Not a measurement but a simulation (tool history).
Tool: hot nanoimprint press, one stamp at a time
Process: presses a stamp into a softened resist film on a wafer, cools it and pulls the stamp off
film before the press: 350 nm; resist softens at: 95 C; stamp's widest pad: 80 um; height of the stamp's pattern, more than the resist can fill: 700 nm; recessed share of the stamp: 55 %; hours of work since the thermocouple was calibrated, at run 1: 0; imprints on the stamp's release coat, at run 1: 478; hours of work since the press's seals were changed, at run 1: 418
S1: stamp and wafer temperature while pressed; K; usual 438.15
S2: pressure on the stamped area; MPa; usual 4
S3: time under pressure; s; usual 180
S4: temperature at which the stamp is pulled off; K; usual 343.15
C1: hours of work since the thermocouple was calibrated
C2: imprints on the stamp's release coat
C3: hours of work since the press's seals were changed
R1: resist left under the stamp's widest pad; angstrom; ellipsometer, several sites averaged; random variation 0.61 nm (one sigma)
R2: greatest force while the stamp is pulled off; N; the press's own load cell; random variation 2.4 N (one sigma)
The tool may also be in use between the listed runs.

{"run": 1, "hour": 0.0, "S1": 438.15, "S2": 4, "S3": 180, "S4": 343.15, "C1": 0, "C2": 478, "C3": 418, "R1": 1464, "R2": 108}
{"run": 2, "hour": 58.6, "S1": 438.15, "S2": 6.32, "S3": 180, "S4": 343.15, "C1": 38, "C2": 680, "C3": 456, "R1": 1095, "R2": 112}
{"run": 3, "hour": 114.8, "S1": 438.15, "S2": 6.32, "S3": 180, "S4": 343.15, "C1": 74, "C2": 874, "C3": 492, "R1": 1095, "R2": 108}
{"run": 4, "hour": 179.8, "S1": 438.15, "S2": 6.32, "S3": 180, "S4": 343.15, "C1": 115, "C2": 1098, "C3": 533, "R1": 1099, "R2": 107}
{"run": 5, "hour": 267.5, "S1": 438.15, "S2": 6.32, "S3": 180, "S4": 343.15, "C1": 171, "C2": 1400, "C3": 590, "R1": 1101, "R2": 109}
{"run": 6, "hour": 327.4, "S1": 438.15, "S2": 4, "S3": 180, "S4": 343.15, "C1": 210, "C2": 1606, "C3": 628, "R1": 1443, "R2": 110}
{"run": 7, "hour": 371.8, "S1": 438.15, "S2": 4, "S3": 180, "S4": 343.15, "C1": 238, "C2": 1759, "C3": 656, "R1": 1453, "R2": 111}
{"run": 8, "hour": 424.0, "S1": 438.15, "S2": 4, "S3": 180, "S4": 343.15, "C1": 272, "C2": 1939, "C3": 690, "R1": 1447, "R2": 108}
{"run": 9, "hour": 511.0, "S1": 438.15, "S2": 4, "S3": 180, "S4": 343.15, "C1": 327, "C2": 2239, "C3": 745, "R1": 1441, "R2": 109}
{"run": 10, "hour": 558.9, "S1": 438.15, "S2": 4, "S3": 180, "S4": 343.15, "C1": 358, "C2": 2404, "C3": 776, "R1": 1439, "R2": 113}
{"hour": 593.0, "done": "stamp cleaned and given a new release coat"}
{"run": 11, "hour": 631.3, "S1": 438.15, "S2": 5.18, "S3": 180, "S4": 343.15, "C1": 400, "C2": 132, "C3": 819, "R1": 1247, "R2": 108}
{"hour": 654.5, "done": "plate thermocouple calibrated"}
{"run": 12, "hour": 729.4, "S1": 438.15, "S2": 5.18, "S3": 180, "S4": 343.15, "C1": 48, "C2": 459, "C3": 880, "R1": 1228, "R2": 110}
{"run": 13, "hour": 774.1, "S1": 438.15, "S2": 4, "S3": 180, "S4": 343.15, "C1": 77, "C2": 613, "C3": 908, "R1": 1443, "R2": 109}
{"run": 14, "hour": 842.2, "S1": 438.15, "S2": 4, "S3": 180, "S4": 343.15, "C1": 120, "C2": 848, "C3": 952, "R1": 1446, "R2": 109}
{"run": 15, "hour": 884.2, "S1": 438.15, "S2": 4, "S3": 180, "S4": 343.15, "C1": 147, "C2": 993, "C3": 979, "R1": 1432, "R2": 108}
{"run": 16, "hour": 964.9, "S1": 438.15, "S2": 4, "S3": 180, "S4": 343.15, "C1": 199, "C2": 1271, "C3": 1030, "R1": 1442, "R2": 110}
{"run": 17, "hour": 1048.2, "S1": 438.15, "S2": 4, "S3": 180, "S4": 343.15, "C1": 252, "C2": 1558, "C3": 1084, "R1": 1443, "R2": 112}
{"run": 18, "hour": 1117.6, "S1": 434.15, "S2": 2.85, "S3": 135, "S4": 345.15, "C1": 297, "C2": 1797, "C3": 1128, "R1": 2174, "R2": 107}
{"run": 19, "hour": 1206.4, "S1": 440.15, "S2": 4, "S3": 180, "S4": 328.15, "C1": 353, "C2": 2103, "C3": 1185, "R1": 1323, "R2": 136}
{"run": 20, "hour": 1283.9, "S1": 440.15, "S2": 4, "S3": 180, "S4": 328.15, "C1": 403, "C2": 2370, "C3": 1235, "R1": 1340, "R2": 139}

The next listed run, before its measurement:
{"hour": 1300.7, "done": "plate thermocouple calibrated"}
{"hour": 1327.5, "done": "stamp cleaned and given a new release coat"}
{"run": 21, "hour": 1334.0, "S1": 440.15, "S2": 2.88, "S3": 124, "S4": 328.15, "C1": 17, "C2": 22, "C3": 1261, "R1": "?", "R2": "?"}

{"run 21": {"R1": 1815, "R2": 135}}
Without the tool's hidden state the same run would have given R1 1840 angstrom, R2 135 N.

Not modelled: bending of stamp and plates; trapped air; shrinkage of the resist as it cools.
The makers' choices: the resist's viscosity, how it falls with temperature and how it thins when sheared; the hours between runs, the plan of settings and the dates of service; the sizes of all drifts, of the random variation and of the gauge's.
